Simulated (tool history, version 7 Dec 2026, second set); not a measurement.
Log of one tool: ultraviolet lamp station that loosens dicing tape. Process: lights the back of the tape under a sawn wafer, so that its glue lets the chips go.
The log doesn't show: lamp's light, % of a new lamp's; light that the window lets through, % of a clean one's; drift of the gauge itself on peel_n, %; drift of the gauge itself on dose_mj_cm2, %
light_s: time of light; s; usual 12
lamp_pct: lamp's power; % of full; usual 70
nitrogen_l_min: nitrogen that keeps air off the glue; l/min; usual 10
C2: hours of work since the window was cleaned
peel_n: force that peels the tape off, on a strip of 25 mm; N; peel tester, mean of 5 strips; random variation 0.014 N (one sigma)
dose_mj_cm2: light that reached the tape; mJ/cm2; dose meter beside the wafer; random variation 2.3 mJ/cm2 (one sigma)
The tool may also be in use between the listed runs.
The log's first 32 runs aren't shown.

run 33 hour=1672.1 | light_s=12 lamp_pct=67 nitrogen_l_min=5 | hours_of_work_of_the_lamp=316 C2=198 | peel_n=1.47 dose_mj_cm2=197
-- hour=1682.1 window cleaned of glue's vapour
run 34 hour=1721 | light_s=12 lamp_pct=67 nitrogen_l_min=5 | hours_of_work_of_the_lamp=340 C2=19 | peel_n=1.285 dose_mj_cm2=208
run 35 hour=1755 | light_s=23 lamp_pct=75 nitrogen_l_min=4 | hours_of_work_of_the_lamp=357 C2=36 | peel_n=0.278 dose_mj_cm2=445
run 36 hour=1813.2 | light_s=23 lamp_pct=75 nitrogen_l_min=4 | hours_of_work_of_the_lamp=386 C2=66 | peel_n=0.313 dose_mj_cm2=430
run 37 hour=1863 | light_s=23 lamp_pct=75 nitrogen_l_min=4 | hours_of_work_of_the_lamp=411 C2=91 | peel_n=0.321 dose_mj_cm2=426
run 38 hour=1897.5 | light_s=23 lamp_pct=75 nitrogen_l_min=4 | hours_of_work_of_the_lamp=429 C2=108 | peel_n=0.323 dose_mj_cm2=424
run 39 hour=1961.4 | light_s=23 lamp_pct=75 nitrogen_l_min=16 | hours_of_work_of_the_lamp=460 C2=140 | peel_n=0.108 dose_mj_cm2=413
run 40 hour=2018 | light_s=23 lamp_pct=75 nitrogen_l_min=16 | hours_of_work_of_the_lamp=489 C2=168 | peel_n=0.117 dose_mj_cm2=409
-- hour=2085.8 window cleaned of glue's vapour
run 41 hour=2090.7 | light_s=23 lamp_pct=75 nitrogen_l_min=16 | hours_of_work_of_the_lamp=525 C2=2 | peel_n=0.103 dose_mj_cm2=432
run 42 hour=2143.4 | light_s=8 lamp_pct=67 nitrogen_l_min=12 | hours_of_work_of_the_lamp=551 C2=29 | peel_n=1.721 dose_mj_cm2=131

Forecast each of these 5 alternatives for the next run:
run A hour=2181.7 | light_s=12 lamp_pct=66 nitrogen_l_min=10 | hours_of_work_of_the_lamp=570 C2=48 | peel_n=? dose_mj_cm2=?
run B hour=2181.7 | light_s=12 lamp_pct=67 nitrogen_l_min=12 | hours_of_work_of_the_lamp=570 C2=48 | peel_n=? dose_mj_cm2=?
run C hour=2181.7 | light_s=23 lamp_pct=70 nitrogen_l_min=4 | hours_of_work_of_the_lamp=570 C2=48 | peel_n=? dose_mj_cm2=?
run D hour=2181.7 | light_s=16 lamp_pct=63 nitrogen_l_min=4 | hours_of_work_of_the_lamp=570 C2=48 | peel_n=? dose_mj_cm2=?
run E hour=2181.7 | light_s=9 lamp_pct=75 nitrogen_l_min=17 | hours_of_work_of_the_lamp=570 C2=48 | peel_n=? dose_mj_cm2=?

run=A peel_n=0.995 dose_mj_cm2=192
run=B peel_n=0.858 dose_mj_cm2=195
run=C peel_n=0.375 dose_mj_cm2=386
run=D peel_n=1.126 dose_mj_cm2=245
run=E peel_n=1.099 dose_mj_cm2=165
Without the tool's hidden state the same runs would have given:
run=A peel_n=0.771 dose_mj_cm2=217
run=B peel_n=0.656 dose_mj_cm2=221
run=C peel_n=0.27 dose_mj_cm2=437
run=D peel_n=0.885 dose_mj_cm2=278
run=E peel_n=0.857 dose_mj_cm2=187
